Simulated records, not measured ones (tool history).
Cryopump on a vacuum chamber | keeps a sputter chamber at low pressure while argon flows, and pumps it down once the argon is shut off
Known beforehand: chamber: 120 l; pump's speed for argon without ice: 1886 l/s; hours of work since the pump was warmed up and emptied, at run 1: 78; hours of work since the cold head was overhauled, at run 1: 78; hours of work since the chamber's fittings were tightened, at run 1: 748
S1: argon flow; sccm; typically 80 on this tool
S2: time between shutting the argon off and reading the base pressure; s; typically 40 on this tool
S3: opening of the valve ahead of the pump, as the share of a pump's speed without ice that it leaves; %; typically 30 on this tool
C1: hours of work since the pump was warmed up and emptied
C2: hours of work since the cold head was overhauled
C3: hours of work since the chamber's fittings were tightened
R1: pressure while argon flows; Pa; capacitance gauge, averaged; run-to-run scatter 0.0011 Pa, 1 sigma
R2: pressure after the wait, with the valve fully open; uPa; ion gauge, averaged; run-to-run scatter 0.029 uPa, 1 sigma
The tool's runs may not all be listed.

| run | hour | S1 | S2 | S3 | C1 | C2 | C3 | R1 | R2 |
|---|---|---|---|---|---|---|---|---|---|
| 1 | 0.0 | 80 | 40 | 30 | 78 | 78 | 748 | 0.2405 | 2.51 |
| 2 | 12.8 | 80 | 40 | 30 | 85 | 85 | 754 | 0.2415 | 2.53 |
| 3 | 26.3 | 80 | 40 | 30 | 91 | 91 | 761 | 0.2403 | 2.59 |
| 4 | 42.7 | 80 | 40 | 30 | 99 | 99 | 769 | 0.2419 | 2.61 |
| 5 | 60.0 | 40 | 40 | 30 | 108 | 108 | 778 | 0.1205 | 2.59 |
| 6 | 74.9 | 40 | 40 | 30 | 115 | 115 | 785 | 0.1199 | 2.55 |
| 7 | 86.6 | 40 | 40 | 30 | 121 | 121 | 791 | 0.1210 | 2.50 |
| 8 | 102.9 | 40 | 40 | 30 | 129 | 129 | 799 | 0.1194 | 2.60 |
| 9 | 116.6 | 126 | 49 | 30 | 136 | 136 | 806 | 0.3777 | 2.37 |
| 10 | 136.0 | 56 | 40 | 20 | 146 | 146 | 815 | 0.2519 | 2.59 |
| 11 | 149.8 | 78 | 40 | 32 | 153 | 153 | 822 | 0.2216 | 2.61 |
| 12 | 161.6 | 78 | 40 | 32 | 159 | 159 | 828 | 0.2211 | 2.65 |
| 13 | 177.2 | 45 | 86 | 27 | 166 | 166 | 836 | 0.1504 | 2.03 |
| 14 | 196.4 | 79 | 242 | 16 | 176 | 176 | 845 | 0.4456 | 1.64 |

Results per run with the tool's hidden condition removed, run-to-run variation unchanged:
Hidden conditions of the tool in this case: pump's speed, % of a pump's without ice; cold plate's temperature, K; leak into the chamber, uPa l/s; drift of the gauge itself on working_pa, %; drift of the gauge itself on base_upa, %.
| run | R1 | R2 |
|---|---|---|
| 1 | 0.2389 | 1.40 |
| 2 | 0.2398 | 1.39 |
| 3 | 0.2385 | 1.42 |
| 4 | 0.2401 | 1.43 |
| 5 | 0.1195 | 1.41 |
| 6 | 0.1189 | 1.39 |
| 7 | 0.1200 | 1.33 |
| 8 | 0.1184 | 1.40 |
| 9 | 0.3744 | 1.17 |
| 10 | 0.2503 | 1.35 |
| 11 | 0.2194 | 1.37 |
| 12 | 0.2188 | 1.39 |
| 13 | 0.1490 | 0.74 |
| 14 | 0.4431 | 0.35 |
